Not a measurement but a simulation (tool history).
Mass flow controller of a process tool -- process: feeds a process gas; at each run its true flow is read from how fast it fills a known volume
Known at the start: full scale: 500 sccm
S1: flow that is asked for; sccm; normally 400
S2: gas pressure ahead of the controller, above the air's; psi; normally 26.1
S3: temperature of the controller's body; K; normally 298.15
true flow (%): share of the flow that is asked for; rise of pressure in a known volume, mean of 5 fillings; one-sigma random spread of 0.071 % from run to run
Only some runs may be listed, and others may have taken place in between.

run 1 hour=0.0 | S1=400 S2=26.1 S3=298.15 | true_flow_(%)=99.72
run 2 hour=240.5 | S1=400 S2=26.1 S3=298.15 | true_flow_(%)=99.98
-- hour=511.5 controller's zero set anew
run 3 hour=518.8 | S1=400 S2=26.1 S3=298.15 | true_flow_(%)=100.21
run 4 hour=876.5 | S1=400 S2=26.1 S3=298.15 | true_flow_(%)=100.31
run 5 hour=1179.3 | S1=400 S2=26.1 S3=298.15 | true_flow_(%)=100.47
run 6 hour=1631.1 | S1=400 S2=26.1 S3=298.15 | true_flow_(%)=100.65
run 7 hour=2058.5 | S1=400 S2=26.1 S3=298.15 | true_flow_(%)=100.90
-- hour=2382.1 controller exchanged for a calibrated one
run 8 hour=2528.2 | S1=400 S2=26.1 S3=298.15 | true_flow_(%)=101.08
run 9 hour=2954.5 | S1=400 S2=26.1 S3=298.15 | true_flow_(%)=101.50
run 10 hour=3153.5 | S1=400 S2=26.1 S3=298.15 | true_flow_(%)=101.47
run 11 hour=3414.7 | S1=400 S2=26.1 S3=298.15 | true_flow_(%)=101.71
run 12 hour=3827.9 | S1=400 S2=26.1 S3=298.15 | true_flow_(%)=101.86
run 13 hour=4149.6 | S1=400 S2=26.1 S3=298.15 | true_flow_(%)=102.07
run 14 hour=4439.3 | S1=149 S2=39.9 S3=305.15 | true_flow_(%)=101.70
-- hour=4461.7 gauge calibrated
run 15 hour=4774.3 | S1=149 S2=39.9 S3=298.15 | true_flow_(%)=98.93

Below, some changes in true flow (%) between adjacent runs. For each, the amount present without the hidden state too (settings, incoming material, random variation) and the amount remaining for the hidden state with gauge scatter not shared by both compared results:
Hidden state present: flow at rest that the sensor doesn't see, % of full scale; true flow over the shown one, %; drift of the gauge itself on true_pct, %.
Run 14 -> 15: S3 305.15 -> 298.15, gauge calibrated. true flow (%) -2.77: hidden state -2.23, all else -0.54.

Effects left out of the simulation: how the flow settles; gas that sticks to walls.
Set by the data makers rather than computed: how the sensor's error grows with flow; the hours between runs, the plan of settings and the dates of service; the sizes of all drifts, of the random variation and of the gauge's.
